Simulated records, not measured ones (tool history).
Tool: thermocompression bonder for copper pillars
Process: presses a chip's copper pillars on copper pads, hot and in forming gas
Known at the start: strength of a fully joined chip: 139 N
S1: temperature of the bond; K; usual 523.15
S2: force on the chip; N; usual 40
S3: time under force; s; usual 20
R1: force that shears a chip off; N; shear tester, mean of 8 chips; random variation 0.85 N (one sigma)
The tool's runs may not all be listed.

run 1 day=0.000 | S1=523.15 S2=40 S3=20 | R1=68.2
run 2 day=0.992 | S1=523.15 S2=40 S3=20 | R1=67.2
run 3 day=2.783 | S1=523.15 S2=40 S3=20 | R1=68.2
run 4 day=3.942 | S1=523.15 S2=40 S3=20 | R1=66.8
-- day=5.308 forming gas filter changed
run 5 day=5.592 | S1=526.15 S2=40 S3=20 | R1=76.4
run 6 day=7.312 | S1=526.15 S2=40 S3=20 | R1=76.7
run 7 day=8.900 | S1=526.15 S2=40 S3=20 | R1=74.3
run 8 day=9.988 | S1=526.15 S2=40 S3=20 | R1=76.4
run 9 day=11.092 | S1=526.15 S2=40 S3=20 | R1=75.5
run 10 day=12.388 | S1=526.15 S2=40 S3=20 | R1=74.8
run 11 day=13.771 | S1=527.15 S2=40 S3=20 | R1=74.6
run 12 day=15.625 | S1=527.15 S2=40 S3=20 | R1=73.1
run 13 day=17.279 | S1=527.15 S2=40 S3=20 | R1=73.7
run 14 day=18.938 | S1=523.15 S2=40 S3=20 | R1=69.7
run 15 day=20.812 | S1=523.15 S2=40 S3=20 | R1=69.7
-- day=22.225 forming gas filter changed
run 16 day=22.225 | S1=523.15 S2=38 S3=20 | R1=74.8
run 17 day=24.004 | S1=523.15 S2=38 S3=20 | R1=71.0
run 18 day=25.846 | S1=523.15 S2=38 S3=20 | R1=73.8
run 19 day=27.688 | S1=523.15 S2=38 S3=20 | R1=71.9
run 20 day=28.883 | S1=523.15 S2=38 S3=20 | R1=72.1
run 21 day=30.425 | S1=512.15 S2=44 S3=30 | R1=79.2
run 22 day=32.129 | S1=512.15 S2=44 S3=30 | R1=79.3
run 23 day=34.038 | S1=512.15 S2=44 S3=30 | R1=80.5
run 24 day=35.446 | S1=512.15 S2=44 S3=30 | R1=80.3

The next listed run, before its measurement:
run 25 day=36.246 | S1=553.15 S2=38 S3=20 | R1=?

Run 25 gave R1 88.1 N.
Without the tool's hidden state the same run would have given R1 87.5 N.

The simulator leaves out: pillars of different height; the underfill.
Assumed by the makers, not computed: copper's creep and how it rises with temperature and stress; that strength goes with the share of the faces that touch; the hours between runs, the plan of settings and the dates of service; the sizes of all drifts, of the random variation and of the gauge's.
